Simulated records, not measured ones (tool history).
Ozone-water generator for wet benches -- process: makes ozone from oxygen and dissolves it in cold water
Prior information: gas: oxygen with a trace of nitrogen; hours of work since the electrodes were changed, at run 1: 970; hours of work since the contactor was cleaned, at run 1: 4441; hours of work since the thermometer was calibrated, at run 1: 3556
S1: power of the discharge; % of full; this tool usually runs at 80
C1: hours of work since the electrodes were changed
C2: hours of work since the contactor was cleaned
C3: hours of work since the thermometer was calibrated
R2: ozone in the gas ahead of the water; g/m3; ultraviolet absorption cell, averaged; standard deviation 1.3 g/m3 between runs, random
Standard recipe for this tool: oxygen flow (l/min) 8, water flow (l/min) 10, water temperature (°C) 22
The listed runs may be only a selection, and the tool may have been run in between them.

{"run": 1, "hour": 0.0, "S1": 80, "oxygen flow (l/min)": 8, "water flow (l/min)": 10, "water temperature (°C)": 22, "C1": 970, "C2": 4441, "C3": 3556, "dissolved ozone (ppm)": 26.6, "R2": 236.2}
{"run": 2, "hour": 14.5, "S1": 80, "oxygen flow (l/min)": 8, "water flow (l/min)": 9, "water temperature (°C)": 22, "C1": 982, "C2": 4452, "C3": 3567, "dissolved ozone (ppm)": 28.8, "R2": 238}
{"run": 3, "hour": 31.5, "S1": 80, "oxygen flow (l/min)": 8, "water flow (l/min)": 9, "water temperature (°C)": 22, "C1": 995, "C2": 4465, "C3": 3580, "dissolved ozone (ppm)": 28.8, "R2": 240.3}
{"run": 4, "hour": 48.2, "S1": 80, "oxygen flow (l/min)": 8, "water flow (l/min)": 15, "water temperature (°C)": 22, "C1": 1007, "C2": 4478, "C3": 3593, "dissolved ozone (ppm)": 20.3, "R2": 239.4}
{"run": 5, "hour": 70.9, "S1": 80, "oxygen flow (l/min)": 8, "water flow (l/min)": 12, "water temperature (°C)": 22, "C1": 1025, "C2": 4495, "C3": 3610, "dissolved ozone (ppm)": 23.5, "R2": 239.8}
{"run": 6, "hour": 89.1, "S1": 80, "oxygen flow (l/min)": 8, "water flow (l/min)": 10, "water temperature (°C)": 22, "C1": 1039, "C2": 4509, "C3": 3624, "dissolved ozone (ppm)": 26.7, "R2": 236.3}
{"run": 7, "hour": 108.7, "S1": 80, "oxygen flow (l/min)": 8, "water flow (l/min)": 10, "water temperature (°C)": 22, "C1": 1054, "C2": 4524, "C3": 3639, "dissolved ozone (ppm)": 26.4, "R2": 235.6}
{"run": 8, "hour": 123.2, "S1": 80, "oxygen flow (l/min)": 9.27, "water flow (l/min)": 10, "water temperature (°C)": 22, "C1": 1065, "C2": 4535, "C3": 3650, "dissolved ozone (ppm)": 25.1, "R2": 217.4}
{"run": 9, "hour": 146.7, "S1": 80, "oxygen flow (l/min)": 9.27, "water flow (l/min)": 10, "water temperature (°C)": 22, "C1": 1083, "C2": 4554, "C3": 3668, "dissolved ozone (ppm)": 25.3, "R2": 214.7}
{"run": 10, "hour": 180.3, "S1": 80, "oxygen flow (l/min)": 9.27, "water flow (l/min)": 10, "water temperature (°C)": 22, "C1": 1109, "C2": 4579, "C3": 3694, "dissolved ozone (ppm)": 25, "R2": 216.8}
{"run": 11, "hour": 213.2, "S1": 80, "oxygen flow (l/min)": 9.27, "water flow (l/min)": 10, "water temperature (°C)": 22, "C1": 1134, "C2": 4605, "C3": 3719, "dissolved ozone (ppm)": 24.8, "R2": 215.5}
{"run": 12, "hour": 244.6, "S1": 80, "oxygen flow (l/min)": 9.27, "water flow (l/min)": 10, "water temperature (°C)": 22, "C1": 1158, "C2": 4629, "C3": 3743, "dissolved ozone (ppm)": 25, "R2": 214.8}
{"run": 13, "hour": 266.5, "S1": 80, "oxygen flow (l/min)": 8, "water flow (l/min)": 11, "water temperature (°C)": 22, "C1": 1175, "C2": 4645, "C3": 3760, "dissolved ozone (ppm)": 24.9, "R2": 236}
{"run": 14, "hour": 293.1, "S1": 80, "oxygen flow (l/min)": 8, "water flow (l/min)": 11, "water temperature (°C)": 22, "C1": 1195, "C2": 4666, "C3": 3781, "dissolved ozone (ppm)": 25.2, "R2": 235.3}
{"run": 15, "hour": 311.3, "S1": 80, "oxygen flow (l/min)": 8, "water flow (l/min)": 11, "water temperature (°C)": 22, "C1": 1209, "C2": 4680, "C3": 3795, "dissolved ozone (ppm)": 25.2, "R2": 239.7}
{"run": 16, "hour": 333.3, "S1": 44, "oxygen flow (l/min)": 8, "water flow (l/min)": 11, "water temperature (°C)": 22, "C1": 1226, "C2": 4697, "C3": 3811, "dissolved ozone (ppm)": 18.4, "R2": 174.3}
{"run": 17, "hour": 352.8, "S1": 76, "oxygen flow (l/min)": 13.48, "water flow (l/min)": 14, "water temperature (°C)": 30, "C1": 1241, "C2": 4711, "C3": 3826, "dissolved ozone (ppm)": 13.6, "R2": 161.7}
{"run": 18, "hour": 373.1, "S1": 76, "oxygen flow (l/min)": 13.48, "water flow (l/min)": 14, "water temperature (°C)": 23, "C1": 1256, "C2": 4727, "C3": 3842, "dissolved ozone (ppm)": 16.5, "R2": 164.2}
{"hour": 393.7, "done": "water thermometer calibrated"}
{"run": 19, "hour": 404.0, "S1": 76, "oxygen flow (l/min)": 13.29, "water flow (l/min)": 14, "water temperature (°C)": 22, "C1": 1280, "C2": 4750, "C3": 8, "dissolved ozone (ppm)": 16.8, "R2": 163.6}
{"run": 20, "hour": 433.7, "S1": 76, "oxygen flow (l/min)": 13.29, "water flow (l/min)": 14, "water temperature (°C)": 22, "C1": 1302, "C2": 4773, "C3": 31, "dissolved ozone (ppm)": 16.8, "R2": 164}
{"run": 21, "hour": 466.6, "S1": 80, "oxygen flow (l/min)": 8, "water flow (l/min)": 10, "water temperature (°C)": 14, "C1": 1328, "C2": 4798, "C3": 56, "dissolved ozone (ppm)": 31.7, "R2": 235}
{"run": 22, "hour": 492.1, "S1": 50, "oxygen flow (l/min)": 8, "water flow (l/min)": 10, "water temperature (°C)": 21, "C1": 1347, "C2": 4818, "C3": 75, "dissolved ozone (ppm)": 21.2, "R2": 186}
{"run": 23, "hour": 518.2, "S1": 50, "oxygen flow (l/min)": 8, "water flow (l/min)": 10, "water temperature (°C)": 21, "C1": 1367, "C2": 4838, "C3": 95, "dissolved ozone (ppm)": 21.1, "R2": 184.3}
{"run": 24, "hour": 538.9, "S1": 50, "oxygen flow (l/min)": 8, "water flow (l/min)": 10, "water temperature (°C)": 21, "C1": 1383, "C2": 4854, "C3": 111, "dissolved ozone (ppm)": 21.2, "R2": 186.6}
{"run": 25, "hour": 570.5, "S1": 50, "oxygen flow (l/min)": 8, "water flow (l/min)": 10, "water temperature (°C)": 21, "C1": 1407, "C2": 4878, "C3": 136, "dissolved ozone (ppm)": 21.3, "R2": 185.6}
{"run": 26, "hour": 599.5, "S1": 50, "oxygen flow (l/min)": 8, "water flow (l/min)": 10, "water temperature (°C)": 21, "C1": 1430, "C2": 4900, "C3": 158, "dissolved ozone (ppm)": 21.7, "R2": 184.2}
{"run": 27, "hour": 624.6, "S1": 50, "oxygen flow (l/min)": 7.42, "water flow (l/min)": 10, "water temperature (°C)": 21, "C1": 1449, "C2": 4919, "C3": 177, "dissolved ozone (ppm)": 22.1, "R2": 192.1}
{"run": 28, "hour": 657.4, "S1": 50, "oxygen flow (l/min)": 7.42, "water flow (l/min)": 10, "water temperature (°C)": 21, "C1": 1474, "C2": 4945, "C3": 202, "dissolved ozone (ppm)": 22.2, "R2": 194.3}
{"run": 29, "hour": 689.3, "S1": 62, "oxygen flow (l/min)": 8, "water flow (l/min)": 10, "water temperature (°C)": 22, "C1": 1498, "C2": 4969, "C3": 227, "dissolved ozone (ppm)": 22.7, "R2": 208.4}
{"run": 30, "hour": 714.7, "S1": 75, "oxygen flow (l/min)": 4.64, "water flow (l/min)": 10, "water temperature (°C)": 22, "C1": 1518, "C2": 4988, "C3": 246, "dissolved ozone (ppm)": 30.8, "R2": 325.9}
{"run": 31, "hour": 728.3, "S1": 89, "oxygen flow (l/min)": 8, "water flow (l/min)": 11, "water temperature (°C)": 22, "C1": 1528, "C2": 4999, "C3": 256, "dissolved ozone (ppm)": 26.3, "R2": 248.2}
{"run": 32, "hour": 756.0, "S1": 92, "oxygen flow (l/min)": 4.93, "water flow (l/min)": 9, "water temperature (°C)": 19, "C1": 1549, "C2": 5020, "C3": 278, "dissolved ozone (ppm)": 38.6, "R2": 345.5}

Forecast each of these 5 alternatives for the next run:
{"run": "A", "hour": 782.2, "S1": 92, "oxygen flow (l/min)": 8, "water flow (l/min)": 11, "water temperature (°C)": 29, "C1": 1570, "C2": 5040, "C3": 298, "dissolved ozone (ppm)": "?", "R2": "?"}
{"run": "B", "hour": 782.2, "S1": 86, "oxygen flow (l/min)": 4.8, "water flow (l/min)": 9, "water temperature (°C)": 19, "C1": 1570, "C2": 5040, "C3": 298, "dissolved ozone (ppm)": "?", "R2": "?"}
{"run": "C", "hour": 782.2, "S1": 92, "oxygen flow (l/min)": 4.93, "water flow (l/min)": 9, "water temperature (°C)": 17, "C1": 1570, "C2": 5040, "C3": 298, "dissolved ozone (ppm)": "?", "R2": "?"}
{"run": "D", "hour": 782.2, "S1": 92, "oxygen flow (l/min)": 4.93, "water flow (l/min)": 9, "water temperature (°C)": 24, "C1": 1570, "C2": 5040, "C3": 298, "dissolved ozone (ppm)": "?", "R2": "?"}
{"run": "E", "hour": 782.2, "S1": 61, "oxygen flow (l/min)": 8, "water flow (l/min)": 9, "water temperature (°C)": 15, "C1": 1570, "C2": 5040, "C3": 298, "dissolved ozone (ppm)": "?", "R2": "?"}

run=A dissolved_ozone_(ppm)=22.5 R2=252.8
run=B dissolved_ozone_(ppm)=37.5 R2=343.6
run=C dissolved_ozone_(ppm)=40.1 R2=348.5
run=D dissolved_ozone_(ppm)=34.8 R2=344
run=E dissolved_ozone_(ppm)=28.7 R2=204.8
Without the tool's hidden state the same runs would have given:
run=A dissolved_ozone_(ppm)=24.7 R2=263.3
run=B dissolved_ozone_(ppm)=41.2 R2=357.5
run=C dissolved_ozone_(ppm)=44.1 R2=363
run=D dissolved_ozone_(ppm)=38.3 R2=358.4
run=E dissolved_ozone_(ppm)=31.2 R2=211.7
